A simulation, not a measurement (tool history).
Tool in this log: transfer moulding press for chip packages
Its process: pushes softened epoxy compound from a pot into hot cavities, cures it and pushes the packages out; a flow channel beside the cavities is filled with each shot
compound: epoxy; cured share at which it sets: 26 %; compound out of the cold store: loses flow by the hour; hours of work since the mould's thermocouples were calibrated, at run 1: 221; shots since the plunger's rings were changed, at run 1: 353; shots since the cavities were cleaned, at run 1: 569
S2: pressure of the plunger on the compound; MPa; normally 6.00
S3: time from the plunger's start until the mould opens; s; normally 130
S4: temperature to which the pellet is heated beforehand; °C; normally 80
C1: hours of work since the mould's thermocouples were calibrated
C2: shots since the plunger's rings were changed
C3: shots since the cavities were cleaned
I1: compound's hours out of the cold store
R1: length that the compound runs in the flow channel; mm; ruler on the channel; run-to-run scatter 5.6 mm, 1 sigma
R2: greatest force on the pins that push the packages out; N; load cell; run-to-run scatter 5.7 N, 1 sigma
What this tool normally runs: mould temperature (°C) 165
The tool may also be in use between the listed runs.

run 1 day=0.000 | mould_temperature_(°C)=165 S2=6.00 S3=130 S4=80 | C1=221 C2=353 C3=569 | I1=17.8 | R1=795 R2=224
run 2 day=0.696 | mould_temperature_(°C)=165 S2=6.00 S3=130 S4=80 | C1=233 C2=512 C3=728 | I1=18.7 | R1=798 R2=211
run 3 day=1.029 | mould_temperature_(°C)=165 S2=6.00 S3=130 S4=74 | C1=238 C2=589 C3=805 | I1=36.8 | R1=710 R2=209
-- day=1.396 cavities cleaned with cleaning compound and waxed
run 4 day=1.579 | mould_temperature_(°C)=165 S2=6.00 S3=130 S4=74 | C1=246 C2=700 C3=42 | I1=17.6 | R1=795 R2=215
run 5 day=2.042 | mould_temperature_(°C)=165 S2=6.00 S3=130 S4=74 | C1=253 C2=807 C3=149 | I1=9.4 | R1=834 R2=206
run 6 day=2.346 | mould_temperature_(°C)=165 S2=6.00 S3=130 S4=80 | C1=258 C2=876 C3=218 | I1=36.7 | R1=708 R2=193
run 7 day=2.992 | mould_temperature_(°C)=165 S2=6.00 S3=130 S4=80 | C1=268 C2=1024 C3=366 | I1=39.6 | R1=708 R2=198
run 8 day=3.379 | mould_temperature_(°C)=165 S2=6.00 S3=130 S4=80 | C1=275 C2=1112 C3=454 | I1=46.2 | R1=686 R2=206
run 9 day=3.775 | mould_temperature_(°C)=165 S2=6.00 S3=130 S4=80 | C1=281 C2=1202 C3=544 | I1=34.9 | R1=713 R2=200
run 10 day=4.108 | mould_temperature_(°C)=165 S2=6.00 S3=130 S4=80 | C1=286 C2=1279 C3=621 | I1=40.2 | R1=702 R2=202
run 11 day=4.700 | mould_temperature_(°C)=165 S2=6.00 S3=157 S4=80 | C1=296 C2=1414 C3=756 | I1=9.3 | R1=836 R2=197
run 12 day=5.146 | mould_temperature_(°C)=165 S2=6.00 S3=157 S4=80 | C1=303 C2=1517 C3=859 | I1=27.2 | R1=742 R2=185
-- day=5.271 cavities cleaned with cleaning compound and waxed
run 13 day=5.542 | mould_temperature_(°C)=165 S2=6.00 S3=157 S4=80 | C1=308 C2=1593 C3=62 | I1=24.0 | R1=763 R2=193
run 14 day=5.979 | mould_temperature_(°C)=165 S2=6.00 S3=131 S4=80 | C1=315 C2=1693 C3=162 | I1=23.5 | R1=766 R2=208
run 15 day=6.546 | mould_temperature_(°C)=165 S2=5.55 S3=130 S4=82 | C1=324 C2=1822 C3=291 | I1=15.7 | R1=760 R2=209
run 16 day=7.242 | mould_temperature_(°C)=165 S2=5.55 S3=130 S4=82 | C1=336 C2=1982 C3=451 | I1=30.4 | R1=722 R2=204
run 17 day=7.708 | mould_temperature_(°C)=163 S2=6.13 S3=130 S4=88 | C1=343 C2=2089 C3=558 | I1=25.5 | R1=780 R2=216
run 18 day=8.100 | mould_temperature_(°C)=163 S2=6.13 S3=130 S4=88 | C1=349 C2=2179 C3=648 | I1=38.6 | R1=722 R2=221
run 19 day=8.658 | mould_temperature_(°C)=163 S2=6.13 S3=130 S4=88 | C1=358 C2=2306 C3=775 | I1=13.1 | R1=834 R2=221
run 20 day=9.000 | mould_temperature_(°C)=163 S2=6.13 S3=122 S4=70 | C1=364 C2=2384 C3=853 | I1=26.3 | R1=780 R2=234
-- day=9.158 cavities cleaned with cleaning compound and waxed
run 21 day=9.692 | mould_temperature_(°C)=169 S2=5.51 S3=147 S4=80 | C1=374 C2=2528 C3=122 | I1=23.1 | R1=722 R2=182
run 22 day=10.133 | mould_temperature_(°C)=166 S2=6.00 S3=130 S4=80 | C1=381 C2=2629 C3=223 | I1=24.6 | R1=754 R2=197
run 23 day=10.842 | mould_temperature_(°C)=166 S2=4.78 S3=145 S4=80 | C1=392 C2=2791 C3=385 | I1=44.3 | R1=601 R2=189
run 24 day=11.479 | mould_temperature_(°C)=157 S2=4.78 S3=145 S4=90 | C1=403 C2=2937 C3=531 | I1=47.4 | R1=621 R2=256
run 25 day=12.004 | mould_temperature_(°C)=157 S2=4.78 S3=145 S4=90 | C1=411 C2=3057 C3=651 | I1=39.0 | R1=664 R2=257
run 26 day=12.575 | mould_temperature_(°C)=157 S2=7.05 S3=145 S4=74 | C1=420 C2=3188 C3=782 | I1=31.1 | R1=839 R2=276
-- day=13.008 cavities cleaned with cleaning compound and waxed
run 27 day=13.108 | mould_temperature_(°C)=162 S2=4.58 S3=165 S4=78 | C1=428 C2=3295 C3=22 | I1=16.9 | R1=715 R2=194
run 28 day=13.558 | mould_temperature_(°C)=162 S2=4.58 S3=165 S4=78 | C1=435 C2=3399 C3=126 | I1=41.3 | R1=615 R2=194

5 options for the next run, each taken on its own from the tool as it stands now. Forecast them:
run A day=14.071 | mould_temperature_(°C)=165 S2=6.00 S3=130 S4=78 | C1=443 C2=3516 C3=243 | I1=37.6 | R1=? R2=?
run B day=14.071 | mould_temperature_(°C)=165 S2=6.00 S3=147 S4=80 | C1=443 C2=3516 C3=243 | I1=23.5 | R1=? R2=?
run C day=14.071 | mould_temperature_(°C)=162 S2=4.58 S3=165 S4=78 | C1=443 C2=3516 C3=243 | I1=20.6 | R1=? R2=?
run D day=14.071 | mould_temperature_(°C)=165 S2=6.00 S3=118 S4=80 | C1=443 C2=3516 C3=243 | I1=44.6 | R1=? R2=?
run E day=14.071 | mould_temperature_(°C)=165 S2=6.00 S3=170 S4=80 | C1=443 C2=3516 C3=243 | I1=10.0 | R1=? R2=?

run=A R1=711 R2=200
run=B R1=772 R2=194
run=C R1=696 R2=201
run=D R1=688 R2=221
run=E R1=827 R2=193
Without the tool's unlogged condition, the same runs would have read:
run=A R1=711 R2=198
run=B R1=772 R2=193
run=C R1=697 R2=200
run=D R1=689 R2=219
run=E R1=828 R2=192
